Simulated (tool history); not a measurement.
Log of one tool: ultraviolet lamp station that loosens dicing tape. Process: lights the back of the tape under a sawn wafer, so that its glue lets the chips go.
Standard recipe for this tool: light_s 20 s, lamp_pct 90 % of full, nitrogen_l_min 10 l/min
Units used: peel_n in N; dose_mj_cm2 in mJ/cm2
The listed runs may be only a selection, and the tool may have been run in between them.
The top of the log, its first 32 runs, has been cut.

run,hour,light_s,lamp_pct,nitrogen_l_min,hours of work of the lamp,hours of work since the window was cleaned,peel_n,dose_mj_cm2
33,1180,13,74,13,1181,77,0.75,238
# hour 1201.7: lamp changed
34,1228.9,13,65,11,19,111,1.069,208
35,1275.8,13,65,11,52,144,1.045,207
36,1310,13,65,4,76,168,1.733,210
37,1338.2,13,65,4,96,188,1.709,206
38,1376.2,13,65,4,123,215,1.753,207
39,1404.5,15,65,4,143,235,1.387,239
40,1456.2,15,65,4,179,271,1.426,239
41,1488.1,20,89,10,202,294,0.3,435
42,1526,20,90,4,229,321,0.472,443

Branching from run 42: 3 alternative next runs. What would each branch give?
A,1577.7,15,90,10,265,357,?,?
B,1577.7,35,93,14,265,357,?,?
C,1577.7,26,79,10,265,357,?,?

run,peel_n,dose_mj_cm2
A,0.441,332
B,0.223,797
C,0.259,507
With the hidden condition removed and each run's random variation left untouched, the same runs would have given:
run,peel_n,dose_mj_cm2
A,0.44,333
B,0.223,797
C,0.259,508

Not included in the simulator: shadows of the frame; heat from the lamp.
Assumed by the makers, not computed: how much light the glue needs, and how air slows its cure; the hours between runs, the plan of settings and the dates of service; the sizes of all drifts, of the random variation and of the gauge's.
